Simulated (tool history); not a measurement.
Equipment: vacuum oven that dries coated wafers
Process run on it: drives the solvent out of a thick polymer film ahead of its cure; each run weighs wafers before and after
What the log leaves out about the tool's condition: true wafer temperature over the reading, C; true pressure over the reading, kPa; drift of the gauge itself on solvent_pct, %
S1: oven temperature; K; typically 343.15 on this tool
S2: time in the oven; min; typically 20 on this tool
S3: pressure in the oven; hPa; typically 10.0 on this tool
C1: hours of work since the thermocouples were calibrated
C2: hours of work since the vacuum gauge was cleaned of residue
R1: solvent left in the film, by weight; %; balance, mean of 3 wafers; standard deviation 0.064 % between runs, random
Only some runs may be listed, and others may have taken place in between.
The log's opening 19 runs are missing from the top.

Run 20, hour 179.9: usual settings; C1 970; C2 222. Result: R1 4.02 %.
Run 21, hour 186.9: usual settings; C1 973; C2 226. Result: R1 4.00 %.
Run 22, hour 198.6: usual settings but S1 356.15 K, S2 17 min, S3 27.6 hPa; C1 978; C2 231. Result: R1 1.07 %.
Run 23, hour 205.0: usual settings but S1 356.15 K, S2 17 min, S3 27.6 hPa; C1 981; C2 234. Result: R1 1.02 %.
Run 24, hour 216.6: usual settings but S1 337.15 K, S2 12 min, S3 6.0 hPa; C1 987; C2 239. Result: R1 10.91 %.
Run 25, hour 225.2: usual settings but S2 13 min; C1 991; C2 243. Result: R1 6.91 %.
Run 26, hour 237.8: usual settings but S2 10 min, S3 29.3 hPa; C1 997; C2 249. Result: R1 9.18 %.
Run 27, hour 247.2: usual settings but S1 337.15 K, S2 31 min, S3 29.0 hPa; C1 1001; C2 254. Result: R1 5.35 %.
Run 28, hour 259.4: usual settings but S1 336.15 K, S2 16 min, S3 23.8 hPa; C1 1007; C2 259. Result: R1 10.24 %.
Run 29, hour 271.0: usual settings but S1 352.15 K, S3 22.6 hPa; C1 1012; C2 265. Result: R1 1.24 %.

Forecast run 30:
Run 30, hour 282.4: usual settings but S1 352.15 K, S2 27 min, S3 12.5 hPa; C1 1017; C2 270. Result: R1 ?.

Run 30 produced R1 0.64 %.
Were there no unlogged condition in the tool, this run, its random variation unchanged, would have produced R1 0.63 %.
